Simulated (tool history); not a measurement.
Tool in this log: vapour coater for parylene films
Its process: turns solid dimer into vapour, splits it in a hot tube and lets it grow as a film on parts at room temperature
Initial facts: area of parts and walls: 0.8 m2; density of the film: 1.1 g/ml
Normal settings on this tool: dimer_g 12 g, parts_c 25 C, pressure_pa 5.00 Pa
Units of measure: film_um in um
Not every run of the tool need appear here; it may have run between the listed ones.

Run 1, hour 0.0: usual settings. Result: film_um 10.67 um.
Run 2, hour 20.5: usual settings. Result: film_um 10.64 um.
Run 3, hour 42.2: usual settings but pressure_pa 2.22 Pa. Result: film_um 11.35 um.
Run 4, hour 64.4: usual settings. Result: film_um 10.55 um.
Run 5, hour 82.4: usual settings but dimer_g 17 g. Result: film_um 14.94 um.
Run 6, hour 94.3: usual settings. Result: film_um 10.58 um.
Run 7, hour 109.1: usual settings. Result: film_um 10.51 um.
Run 8, hour 120.9: usual settings. Result: film_um 10.45 um.
Run 9, hour 137.3: usual settings. Result: film_um 10.55 um.
Run 10, hour 153.5: usual settings. Result: film_um 10.45 um.
Run 11, hour 180.1: usual settings. Result: film_um 10.42 um.
Run 12, hour 192.9: usual settings. Result: film_um 10.44 um.
Run 13, hour 220.7: usual settings. Result: film_um 10.38 um.
Run 14, hour 248.2: usual settings. Result: film_um 10.30 um.
Run 15, hour 273.1: usual settings. Result: film_um 10.32 um.
Run 16, hour 285.0: usual settings. Result: film_um 10.25 um.
Run 17, hour 309.3: usual settings but parts_c 22 C. Result: film_um 11.86 um.
Run 18, hour 322.9: usual settings. Result: film_um 10.20 um.
Run 19, hour 348.8: usual settings. Result: film_um 10.21 um.
Run 20, hour 370.6: usual settings but dimer_g 20 g. Result: film_um 18.17 um.
Run 21, hour 394.8: usual settings. Result: film_um 10.90 um.
Run 22, hour 417.8: usual settings. Result: film_um 10.91 um.
Run 23, hour 444.2: usual settings. Result: film_um 10.88 um.
Run 24, hour 459.9: usual settings. Result: film_um 10.84 um.
Run 25, hour 473.0: usual settings but dimer_g 9 g, parts_c 24 C, pressure_pa 2.76 Pa. Result: film_um 9.10 um.
Run 26, hour 491.5: usual settings. Result: film_um 11.01 um.
Run 27, hour 504.9: usual settings but dimer_g 13 g, parts_c 24 C, pressure_pa 2.61 Pa. Result: film_um 13.15 um.
Run 28, hour 528.8: usual settings but dimer_g 18 g, parts_c 21 C, pressure_pa 2.61 Pa. Result: film_um 19.51 um.
Run 29, hour 557.1: usual settings but dimer_g 6 g, parts_c 30 C, pressure_pa 6.61 Pa. Result: film_um 3.98 um.
Run 30, hour 583.0: usual settings but pressure_pa 6.50 Pa. Result: film_um 10.12 um.
Run 31, hour 599.6: usual settings but parts_c 20 C, pressure_pa 3.60 Pa. Result: film_um 12.88 um.
Run 32, hour 618.5: usual settings but dimer_g 9 g, parts_c 20 C, pressure_pa 2.74 Pa. Result: film_um 9.61 um.
Run 33, hour 644.3: usual settings but pressure_pa 5.29 Pa. Result: film_um 10.20 um.
Run 34, hour 658.9: usual settings but pressure_pa 5.29 Pa. Result: film_um 10.19 um.
Run 35, hour 687.3: usual settings but pressure_pa 9.04 Pa. Result: film_um 9.67 um.
Run 36, hour 703.8: usual settings but pressure_pa 9.04 Pa. Result: film_um 9.65 um.
Run 37, hour 723.6: usual settings but pressure_pa 9.04 Pa. Result: film_um 9.60 um.
Run 38, hour 749.8: usual settings but dimer_g 6 g, parts_c 28 C, pressure_pa 3.06 Pa. Result: film_um 4.58 um.
Run 39, hour 777.1: usual settings but dimer_g 6 g, parts_c 28 C, pressure_pa 3.06 Pa. Result: film_um 4.58 um.
Run 40, hour 788.7: usual settings but parts_c 31 C, pressure_pa 7.86 Pa. Result: film_um 7.33 um.
Run 41, hour 805.3: usual settings but dimer_g 7 g. Result: film_um 5.88 um.
Run 42, hour 819.0: usual settings but dimer_g 13 g, parts_c 19 C, pressure_pa 3.68 Pa. Result: film_um 13.47 um.
Run 43, hour 843.3: usual settings but parts_c 19 C. Result: film_um 12.33 um.
Run 44, hour 857.6: usual settings but parts_c 27 C, pressure_pa 10.00 Pa. Result: film_um 8.62 um.
Run 45, hour 872.7: usual settings but parts_c 27 C, pressure_pa 10.00 Pa. Result: film_um 8.53 um.
Run 46, hour 894.5: usual settings but parts_c 27 C, pressure_pa 10.00 Pa. Result: film_um 9.24 um.

Removed from this log: 4 entries logged between the listed runs. Between which two listed runs does each belong, and how does the tool's hidden state at the listed run before it compare with that at the listed run after it?
Runs 19 to 20: trap's valve overhauled (hour 358.3)
  vapour lost through the trap's worn valve, %: 7.4 -> 0.6; true temperature of the parts over the reading, C: -0.62 -> -0.63
  what was measured, less what the result would be without the hidden state, film_um: -0.50 -> +0.42 um
Runs 24 to 25: table's thermometer calibrated (hour 462.7)
  vapour lost through the trap's worn valve, %: 2 -> 2.2; true temperature of the parts over the reading, C: -0.68 -> -1.06
  what was measured, less what the result would be without the hidden state, film_um: +0.13 -> +0.25 um
Runs 27 to 28: table's thermometer calibrated, once more (hour 521.3)
  vapour lost through the trap's worn valve, %: 2.6 -> 3; true temperature of the parts over the reading, C: -1.08 -> -0.05
  what was measured, less what the result would be without the hidden state, film_um: +0.32 -> -0.59 um
Runs 45 to 46: trap's valve overhauled (hour 879.9)
  vapour lost through the trap's worn valve, %: 8.1 -> 0.3; true temperature of the parts over the reading, C: -0.27 -> -0.28
  what was measured, less what the result would be without the hidden state, film_um: -0.63 -> +0.10 um
